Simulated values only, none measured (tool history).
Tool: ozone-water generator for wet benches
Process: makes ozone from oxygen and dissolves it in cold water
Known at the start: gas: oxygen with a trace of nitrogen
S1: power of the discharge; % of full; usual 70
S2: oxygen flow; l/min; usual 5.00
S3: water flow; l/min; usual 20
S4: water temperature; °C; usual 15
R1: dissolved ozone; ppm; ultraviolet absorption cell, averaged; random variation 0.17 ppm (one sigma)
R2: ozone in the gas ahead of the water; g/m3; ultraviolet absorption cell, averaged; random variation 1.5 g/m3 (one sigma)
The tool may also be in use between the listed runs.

| run | hour | S1 | S2 | S3 | S4 | R1 | R2 |
|---|---|---|---|---|---|---|---|
| 1 | 0.0 | 70 | 5.00 | 20 | 15 | 21.1 | 277.2 |
| 2 | 64.7 | 70 | 5.00 | 20 | 15 | 21.3 | 276.5 |
| 3 | 119.6 | 70 | 5.00 | 20 | 15 | 21.0 | 276.7 |
| 4 | 190.2 | 70 | 7.35 | 20 | 15 | 21.7 | 232.6 |
| 5 | 244.7 | 70 | 7.35 | 20 | 15 | 21.8 | 232.0 |
| 6 | 304.0 | 54 | 5.00 | 20 | 15 | 17.1 | 222.9 |
| 7 | 363.0 | 54 | 5.00 | 20 | 15 | 17.1 | 223.3 |
| 8 | 402.6 | 54 | 5.00 | 20 | 15 | 17.0 | 226.1 |
| 9 | 479.8 | 54 | 5.00 | 20 | 15 | 16.9 | 224.7 |
| 10 | 528.1 | 70 | 5.00 | 19 | 17 | 21.3 | 274.9 |
| 11 | 601.6 | 63 | 3.83 | 28 | 18 | 12.7 | 284.7 |
| 12 | 640.7 | 56 | 7.96 | 14 | 19 | 22.1 | 184.9 |
| 13 | 725.7 | 74 | 3.47 | 29 | 15 | 13.6 | 339.3 |
| 14 | 790.0 | 74 | 3.47 | 29 | 15 | 13.7 | 338.9 |
| 15 | 829.6 | 74 | 3.47 | 29 | 15 | 13.6 | 339.9 |
|  | 883.4 | contactor cleaned |
| 16 | 900.2 | 70 | 5.56 | 19 | 13 | 24.2 | 259.4 |
| 17 | 944.9 | 70 | 5.56 | 19 | 13 | 24.2 | 260.4 |
| 18 | 989.9 | 57 | 3.75 | 20 | 8 | 19.0 | 264.6 |

The same runs without the tool's hidden state, with the same run-to-run variation:
The hidden state here: yield of the discharge, % of new electrodes'; contactor's efficiency, % of a clean one's; true water temperature over the reading, C; drift of the gauge itself on ozone_ppm, %; drift of the gauge itself on gas_g_m3, %.
| run | R1 | R2 |
|---|---|---|
| 1 | 22.5 | 280.6 |
| 2 | 22.7 | 280.0 |
| 3 | 22.3 | 280.3 |
| 4 | 23.2 | 235.9 |
| 5 | 23.2 | 235.4 |
| 6 | 18.2 | 225.5 |
| 7 | 18.2 | 226.1 |
| 8 | 18.1 | 228.9 |
| 9 | 18.0 | 227.6 |
| 10 | 22.8 | 279.6 |
| 11 | 13.6 | 289.4 |
| 12 | 23.5 | 187.6 |
| 13 | 14.7 | 346.0 |
| 14 | 14.8 | 345.9 |
| 15 | 14.7 | 347.1 |
| 16 | 24.8 | 264.7 |
| 17 | 24.8 | 265.9 |
| 18 | 19.4 | 269.3 |
